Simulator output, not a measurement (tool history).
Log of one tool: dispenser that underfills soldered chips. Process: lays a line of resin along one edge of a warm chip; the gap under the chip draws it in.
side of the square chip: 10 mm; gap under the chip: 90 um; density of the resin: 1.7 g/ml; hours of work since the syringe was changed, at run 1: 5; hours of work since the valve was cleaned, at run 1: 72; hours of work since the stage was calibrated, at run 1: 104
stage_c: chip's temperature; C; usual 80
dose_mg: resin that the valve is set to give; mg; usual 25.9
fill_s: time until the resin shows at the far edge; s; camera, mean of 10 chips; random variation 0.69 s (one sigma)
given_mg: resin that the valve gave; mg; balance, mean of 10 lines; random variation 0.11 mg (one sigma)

run	hour	stage_c	dose_mg	hours of work since the syringe was changed	hours of work since the valve was cleaned	hours of work since the stage was calibrated	fill_s	given_mg
1	0	80	25.9	5	72	104	90	24.56
# hour 3.5: new syringe of resin
2	8.9	80	25.9	3	78	109	78.4	24.47
# hour 15: new syringe of resin
3	15	80	31.3	0	82	113	63.1	29.61
4	22.9	80	31.3	5	87	118	87.7	29.7
# hour 26.8: new syringe of resin
5	30	80	30.9	2	91	122	72.4	28.81
6	34.6	80	23.9	5	94	125	89.4	22.4
# hour 38.7: new syringe of resin
# hour 39.7: dispensing valve cleaned and set on the balance
7	40.8	80	25.9	1	1	128	64.8	25.92
8	48.7	79	25.9	6	6	133	95.2	25.43
# hour 51.9: new syringe of resin
9	53.4	74	25.9	1	8	136	80.8	25.85
10	60.7	75	25.9	6	13	141	106.2	25.56
# hour 63.7: new syringe of resin
11	70	75	25.9	4	19	146	95.5	25.42
12	74.4	72	27.2	7	22	149	129.2	26.72
# hour 75.4: new syringe of resin
13	79.4	82	26.3	3	25	152	72	25.84
# hour 87.3: new syringe of resin
14	88.4	74	28	1	30	158	81.7	27.47
15	97.2	74	28	6	36	163	117.2	27.18
# hour 99: new syringe of resin
16	102.1	91	25.5	2	39	166	51.8	24.72
17	109.9	75	27.5	7	44	171	115.4	26.49
# hour 110.7: new syringe of resin
18	115.3	76	23.7	3	47	174	87.4	23
# hour 122.4: new syringe of resin
19	124.6	90	26.5	1	53	180	52.2	25.31
20	133.3	92	25.4	7	58	186	71.8	24.31
# hour 134.4: new syringe of resin
21	137.7	94	31.8	2	61	188	48.8	30.39
# hour 146.5: new syringe of resin
22	147.2	74	24	0	67	194	79.7	22.82

Forecast each of these 5 alternatives for the next run:
A	153.2	79	22.5	4	70	198	?	?
B	153.2	74	29.8	4	70	198	?	?
C	153.2	74	24.5	4	70	198	?	?
D	153.2	74	27	4	70	198	?	?
E	153.2	80	25.9	4	70	198	?	?

run	fill_s	given_mg
A	91	21.2
B	100.5	28.3
C	102.5	23.26
D	101.7	25.28
E	84.7	24.39
Without the tool's hidden state the same runs would have given:
run	fill_s	given_mg
A	65	22.39
B	72.3	29.88
C	73.5	24.56
D	73.1	26.7
E	60.9	25.75

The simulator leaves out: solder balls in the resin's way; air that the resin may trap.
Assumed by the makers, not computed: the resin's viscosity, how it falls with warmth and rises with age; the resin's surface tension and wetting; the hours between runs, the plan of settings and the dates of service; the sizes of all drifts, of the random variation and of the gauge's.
